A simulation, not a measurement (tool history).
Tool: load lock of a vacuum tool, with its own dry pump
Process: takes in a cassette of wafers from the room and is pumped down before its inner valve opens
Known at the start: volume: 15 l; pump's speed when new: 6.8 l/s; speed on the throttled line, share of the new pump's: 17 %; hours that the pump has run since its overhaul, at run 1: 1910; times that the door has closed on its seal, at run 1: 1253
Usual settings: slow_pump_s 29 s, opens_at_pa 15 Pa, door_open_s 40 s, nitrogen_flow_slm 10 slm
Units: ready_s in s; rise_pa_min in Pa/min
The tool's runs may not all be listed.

run    hour  slow_pump_s  opens_at_pa  door_open_s  nitrogen_flow_slm  hours that the pump has run since its overhaul  times that the door has closed on its seal  incoming humidity of the room's air, %  ready_s  rise_pa_min
  1       0           29           15           40                 10                                            1910                                        1253                                    44.5     44.2        0.057
  2   256.6           29           15           40                 10                                            2167                                        1940                                    44.7     44.7         0.06
  3   365.5           29           15           40                 10                                            2276                                        2232                                    44.1     44.9        0.063
  4     582           29           15           40                 10                                            2492                                        2812                                    44.5     45.4        0.062
  5   695.4           29           15           40                 10                                            2606                                        3116                                      46       45        0.071
  6   884.8           29           15           40                 10                                            2795                                        3623                                      45     45.4        0.067
  7  1046.7           29           15           40                 10                                            2957                                        4057                                    43.3     45.6        0.078
  8  1292.1           29           15           40                 10                                            3202                                        4714                                    43.3       46        0.077
  9  1455.4           29           15           40                 10                                            3366                                        5152                                    41.1     45.5        0.074
 10  1617.3           21           15           40                 10                                            3528                                        5586                                    44.5     39.4        0.083
 11  1750.2           21           15           40                 10                                            3660                                        5942                                    48.3     39.3        0.086
 12  1881.1           28           11           40                  5                                            3791                                        6292                                    42.9     46.8         0.09
 13  2006.5           28           11           40                  5                                            3917                                        6628                                    44.2     46.4        0.097
 14  2194.3           28           11           40                  5                                            4104                                        7131                                    43.5     45.6        0.097
 15    2348           20           15           40                 30                                            4258                                        7543                                    44.2     39.2        0.088
 16  2489.8           29           30           40                 10                                            4400                                        7923                                    41.7     44.7        0.104
 17  2722.5           29           30           44                 10                                            4633                                        8546                                    44.7     44.5        0.114
 18  2956.7           29           18           40                 10                                            4867                                        9174                                    45.9     46.3        0.119
 19  3076.6           29           18           40                 10                                            4987                                        9495                                    45.1     46.3        0.122
 20  3197.6           29           18           40                 10                                            5108                                        9819                                    43.7     46.3         0.12
 21  3374.4           29           18           44                 30                                            5285                                       10293                                    45.5     46.4        0.113

Forecast each of these 3 alternatives for the next run:
  A  3627.2           37           21           40                 30                                            5537                                       10970                                    46.7        ?            ?
  B  3627.2           40           16           40                  7                                            5537                                       10970                                    48.3        ?            ?
  C  3627.2           29           15          108                 10                                            5537                                       10970                                    48.2        ?            ?

run  ready_s  rise_pa_min
  A     52.3        0.122
  B     55.2        0.138
  C     47.3        0.177
Without the tool's hidden state the same runs would have given:
run  ready_s  rise_pa_min
  A     49.5        0.041
  B     52.3        0.056
  C       44        0.094
